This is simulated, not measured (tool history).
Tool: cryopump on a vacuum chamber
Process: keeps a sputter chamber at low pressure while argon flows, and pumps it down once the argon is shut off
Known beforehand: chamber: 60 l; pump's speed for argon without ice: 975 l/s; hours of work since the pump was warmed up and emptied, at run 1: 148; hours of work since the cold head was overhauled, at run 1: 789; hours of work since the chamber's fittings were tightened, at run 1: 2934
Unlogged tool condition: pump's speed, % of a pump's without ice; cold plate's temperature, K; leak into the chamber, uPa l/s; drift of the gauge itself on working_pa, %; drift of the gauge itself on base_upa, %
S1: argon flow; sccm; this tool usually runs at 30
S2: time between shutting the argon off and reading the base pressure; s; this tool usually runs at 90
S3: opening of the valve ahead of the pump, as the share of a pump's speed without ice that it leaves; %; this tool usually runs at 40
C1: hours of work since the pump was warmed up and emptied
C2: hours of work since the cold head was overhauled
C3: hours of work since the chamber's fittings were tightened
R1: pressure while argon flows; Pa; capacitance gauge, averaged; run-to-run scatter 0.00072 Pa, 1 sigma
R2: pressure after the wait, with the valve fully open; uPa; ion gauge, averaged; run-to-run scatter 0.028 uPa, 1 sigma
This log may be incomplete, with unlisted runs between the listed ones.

{"run": 1, "day": 0.0, "S1": 30, "S2": 90, "S3": 40, "C1": 148, "C2": 789, "C3": 2934, "R1": 0.1362, "R2": 2.23}
{"run": 2, "day": 1.375, "S1": 53, "S2": 90, "S3": 40, "C1": 164, "C2": 805, "C3": 2949, "R1": 0.2426, "R2": 2.26}
{"run": 3, "day": 3.371, "S1": 30, "S2": 126, "S3": 40, "C1": 186, "C2": 827, "C3": 2972, "R1": 0.138, "R2": 1.98}
{"run": 4, "day": 4.804, "S1": 30, "S2": 90, "S3": 40, "C1": 203, "C2": 843, "C3": 2988, "R1": 0.1379, "R2": 2.28}
{"run": 5, "day": 6.192, "S1": 30, "S2": 90, "S3": 40, "C1": 218, "C2": 859, "C3": 3004, "R1": 0.1403, "R2": 2.34}
{"run": 6, "day": 8.408, "S1": 30, "S2": 90, "S3": 40, "C1": 243, "C2": 884, "C3": 3029, "R1": 0.1399, "R2": 2.28}
{"run": 7, "day": 10.017, "S1": 30, "S2": 90, "S3": 40, "C1": 261, "C2": 902, "C3": 3047, "R1": 0.1423, "R2": 2.32}
{"run": 8, "day": 11.404, "S1": 30, "S2": 90, "S3": 40, "C1": 277, "C2": 918, "C3": 3062, "R1": 0.1424, "R2": 2.37}
{"run": 9, "day": 13.054, "S1": 30, "S2": 90, "S3": 40, "C1": 296, "C2": 937, "C3": 3081, "R1": 0.143, "R2": 2.43}
{"run": 10, "day": 14.854, "S1": 30, "S2": 90, "S3": 24, "C1": 316, "C2": 957, "C3": 3101, "R1": 0.2302, "R2": 2.46}
{"run": 11, "day": 16.242, "S1": 30, "S2": 90, "S3": 24, "C1": 332, "C2": 973, "C3": 3117, "R1": 0.2295, "R2": 2.51}
{"run": 12, "day": 18.642, "S1": 30, "S2": 90, "S3": 24, "C1": 359, "C2": 1000, "C3": 3144, "R1": 0.2331, "R2": 2.49}
{"run": 13, "day": 20.383, "S1": 44, "S2": 90, "S3": 40, "C1": 379, "C2": 1019, "C3": 3164, "R1": 0.2148, "R2": 2.54}
{"run": 14, "day": 22.183, "S1": 44, "S2": 90, "S3": 40, "C1": 399, "C2": 1040, "C3": 3184, "R1": 0.2169, "R2": 2.59}
{"run": 15, "day": 24.075, "S1": 44, "S2": 90, "S3": 40, "C1": 420, "C2": 1061, "C3": 3206, "R1": 0.2182, "R2": 2.57}
{"run": 16, "day": 25.754, "S1": 44, "S2": 90, "S3": 41, "C1": 439, "C2": 1080, "C3": 3225, "R1": 0.2158, "R2": 2.65}
{"run": 17, "day": 27.662, "S1": 30, "S2": 90, "S3": 23, "C1": 461, "C2": 1102, "C3": 3246, "R1": 0.2485, "R2": 2.78}
{"run": 18, "day": 28.717, "S1": 30, "S2": 90, "S3": 23, "C1": 473, "C2": 1114, "C3": 3258, "R1": 0.2486, "R2": 2.79}
{"run": 19, "day": 31.129, "S1": 15, "S2": 50, "S3": 21, "C1": 500, "C2": 1141, "C3": 3285, "R1": 0.1363, "R2": 3.48}
{"run": 20, "day": 32.862, "S1": 13, "S2": 155, "S3": 18, "C1": 520, "C2": 1160, "C3": 3305, "R1": 0.1367, "R2": 2.38}
{"run": 21, "day": 34.821, "S1": 13, "S2": 155, "S3": 18, "C1": 542, "C2": 1183, "C3": 3327, "R1": 0.1357, "R2": 2.33}
{"run": 22, "day": 37.238, "S1": 13, "S2": 155, "S3": 18, "C1": 569, "C2": 1210, "C3": 3354, "R1": 0.1381, "R2": 2.47}
{"run": 23, "day": 39.388, "S1": 13, "S2": 155, "S3": 23, "C1": 593, "C2": 1234, "C3": 3379, "R1": 0.112, "R2": 2.52}
{"day": 40.612, "done": "pump warmed up, emptied and cooled again"}
{"run": 24, "day": 41.417, "S1": 52, "S2": 90, "S3": 25, "C1": 9, "C2": 1255, "C3": 3399, "R1": 0.3631, "R2": 2.29}
{"run": 25, "day": 42.583, "S1": 52, "S2": 90, "S3": 25, "C1": 22, "C2": 1268, "C3": 3412, "R1": 0.3635, "R2": 2.26}
{"day": 42.85, "done": "leaking fittings of the chamber tightened, without venting"}
{"run": 26, "day": 43.85, "S1": 18, "S2": 66, "S3": 21, "C1": 36, "C2": 1281, "C3": 11, "R1": 0.1498, "R2": 1.81}
{"run": 27, "day": 45.433, "S1": 18, "S2": 39, "S3": 21, "C1": 54, "C2": 1299, "C3": 29, "R1": 0.1503, "R2": 2.7}
{"run": 28, "day": 47.546, "S1": 36, "S2": 155, "S3": 30, "C1": 77, "C2": 1323, "C3": 53, "R1": 0.2117, "R2": 1.11}
{"run": 29, "day": 49.196, "S1": 54, "S2": 169, "S3": 19, "C1": 96, "C2": 1342, "C3": 72, "R1": 0.5, "R2": 0.99}
{"run": 30, "day": 50.625, "S1": 54, "S2": 169, "S3": 19, "C1": 112, "C2": 1358, "C3": 88, "R1": 0.5025, "R2": 1.01}
{"run": 31, "day": 52.117, "S1": 54, "S2": 169, "S3": 19, "C1": 129, "C2": 1375, "C3": 105, "R1": 0.5057, "R2": 1.03}
{"run": 32, "day": 53.462, "S1": 54, "S2": 110, "S3": 34, "C1": 144, "C2": 1390, "C3": 120, "R1": 0.287, "R2": 1.3}
{"run": 33, "day": 55.879, "S1": 44, "S2": 110, "S3": 34, "C1": 172, "C2": 1417, "C3": 147, "R1": 0.2353, "R2": 1.38}

Alternative continuations, all from the tool just after run 33; predict every row:
{"run": "A", "day": 57.996, "S1": 44, "S2": 110, "S3": 51, "C1": 196, "C2": 1441, "C3": 171, "R1": "?", "R2": "?"}
{"run": "B", "day": 57.996, "S1": 12, "S2": 52, "S3": 56, "C1": 196, "C2": 1441, "C3": 171, "R1": "?", "R2": "?"}
{"run": "C", "day": 57.996, "S1": 17, "S2": 40, "S3": 34, "C1": 196, "C2": 1441, "C3": 171, "R1": "?", "R2": "?"}
{"run": "D", "day": 57.996, "S1": 44, "S2": 80, "S3": 18, "C1": 196, "C2": 1441, "C3": 171, "R1": "?", "R2": "?"}
{"run": "E", "day": 57.996, "S1": 13, "S2": 90, "S3": 40, "C1": 196, "C2": 1441, "C3": 171, "R1": "?", "R2": "?"}

run=A R1=0.1613 R2=1.38
run=B R1=0.0406 R2=2.25
run=C R1=0.0919 R2=2.81
run=D R1=0.4355 R2=1.64
run=E R1=0.0597 R2=1.53
Stripped of hidden state, with their random variation kept, the same runs would have yielded:
run=A R1=0.1491 R2=1.14
run=B R1=0.0373 R2=2.01
run=C R1=0.0872 R2=2.57
run=D R1=0.4233 R2=1.41
run=E R1=0.0561 R2=1.30
